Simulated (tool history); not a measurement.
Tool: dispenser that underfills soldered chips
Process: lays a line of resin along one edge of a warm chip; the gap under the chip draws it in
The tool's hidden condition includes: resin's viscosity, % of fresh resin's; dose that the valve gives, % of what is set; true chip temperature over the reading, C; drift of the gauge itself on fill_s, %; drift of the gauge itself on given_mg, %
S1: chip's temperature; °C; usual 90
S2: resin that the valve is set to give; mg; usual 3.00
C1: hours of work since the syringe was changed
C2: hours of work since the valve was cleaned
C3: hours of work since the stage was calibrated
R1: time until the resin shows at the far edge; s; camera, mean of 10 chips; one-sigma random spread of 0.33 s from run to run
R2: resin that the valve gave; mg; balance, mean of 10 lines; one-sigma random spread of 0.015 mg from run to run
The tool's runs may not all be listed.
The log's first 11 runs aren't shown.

run	day	S1	S2	C1	C2	C3	R1	R2
# day 4.183: dispensing valve cleaned and set on the balance
# day 4.242: new syringe of resin
12	4.604	88	3.09	5	6	293	19.6	3.07
# day 4.671: new syringe of resin
13	4.904	88	3.09	3	10	297	18.3	3.05
# day 5.088: new syringe of resin
# day 5.500: new syringe of resin
14	5.525	88	3.09	0	19	306	16.3	3.06
# day 5.917: new syringe of resin
15	6.083	88	3.09	2	27	314	17.7	3.03
# day 6.358: new syringe of resin
16	6.692	90	3.86	5	36	323	17.4	3.72
# day 6.775: new syringe of resin
17	7.062	90	3.00	4	41	328	17.5	2.88
# day 7.229: new syringe of resin
18	7.392	90	3.00	2	46	333	16.3	2.89
# day 7.638: new syringe of resin
# day 7.733: dispensing valve cleaned and set on the balance
19	7.875	85	3.00	3	2	339	21.0	2.99
# day 8.104: new syringe of resin
20	8.283	96	2.56	3	8	345	13.8	2.57
# day 8.529: new syringe of resin
21	8.888	95	3.10	5	17	354	14.8	3.06
# day 8.946: new syringe of resin
# day 9.392: new syringe of resin
22	9.508	79	3.73	2	25	362	24.3	3.65
# day 9.812: new syringe of resin
23	9.829	85	3.06	0	30	367	19.3	2.97
# day 10.225: new syringe of resin
24	10.225	97	2.97	0	36	373	11.5	2.92
25	10.554	96	3.46	5	40	377	14.0	3.32

Run 26 has not been measured yet. What should we expect?
# day 10.646: new syringe of resin
# day 11.088: new syringe of resin
26	11.108	75	3.34	0	48	385	?	?

For run 26 the tool returned R1 27.2 s, R2 3.20 mg.
On a tool with no hidden condition, and with the same random variation, this run would have come out at R1 23.9 s, R2 3.34 mg.

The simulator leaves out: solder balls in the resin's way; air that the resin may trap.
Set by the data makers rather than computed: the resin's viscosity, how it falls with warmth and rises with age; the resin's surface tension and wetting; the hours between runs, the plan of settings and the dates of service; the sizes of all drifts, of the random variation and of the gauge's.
